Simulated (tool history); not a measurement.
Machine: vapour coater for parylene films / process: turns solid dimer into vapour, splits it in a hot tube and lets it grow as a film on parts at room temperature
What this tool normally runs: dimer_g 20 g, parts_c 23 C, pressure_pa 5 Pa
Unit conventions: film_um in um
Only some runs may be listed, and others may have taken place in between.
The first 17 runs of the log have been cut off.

run	hour	dimer_g	parts_c	pressure_pa	film_um
# hour 592.6: trap's valve overhauled
18	610.6	16	23	2.97	5.34
19	647	16	23	2.97	5.28
20	692.2	20	23	4.59	5.93
21	738	9	30	5.98	1.78
22	785.1	22	21	5	6.8
23	832.2	9	15	5.65	3.55
24	861.1	9	18	8.04	2.83
# hour 887.9: trap's valve overhauled
25	887.9	20	33	2.5	4.39
26	930.3	12	33	2.5	2.57
27	950.6	19	23	5	5.73
28	989.8	12	21	5	3.98
29	1014.9	12	21	5	3.87
30	1060.3	12	21	5	3.81
31	1087.7	20	23	5	5.72
32	1125.7	20	23	5	5.63
33	1169.4	20	27	5	4.54
# hour 1183.1: trap's valve overhauled
34	1219	14	23	5	4.34
35	1240.4	17	27	2.45	4.9
36	1271	26	27	7.26	6.13
37	1294.5	11	27	11.24	2.34
38	1321.1	11	27	11.24	2.23
# hour 1343.1: table's thermometer calibrated
39	1362	11	27	11.24	2.15
40	1383.8	11	27	11.24	2.15

What if the next run were any one of these 5? Each begins from the tool's condition after run 40:
A	1414.8	13	23	6.56	?
B	1414.8	10	23	5	?
C	1414.8	9	25	5.73	?
D	1414.8	16	26	9.23	?
E	1414.8	29	28	8.83	?

run	film_um
A	3.42
B	2.69
C	2.16
D	3.41
E	5.58
Without the tool's hidden state the same runs would have given:
run	film_um
A	3.78
B	2.98
C	2.39
D	3.77
E	6.17

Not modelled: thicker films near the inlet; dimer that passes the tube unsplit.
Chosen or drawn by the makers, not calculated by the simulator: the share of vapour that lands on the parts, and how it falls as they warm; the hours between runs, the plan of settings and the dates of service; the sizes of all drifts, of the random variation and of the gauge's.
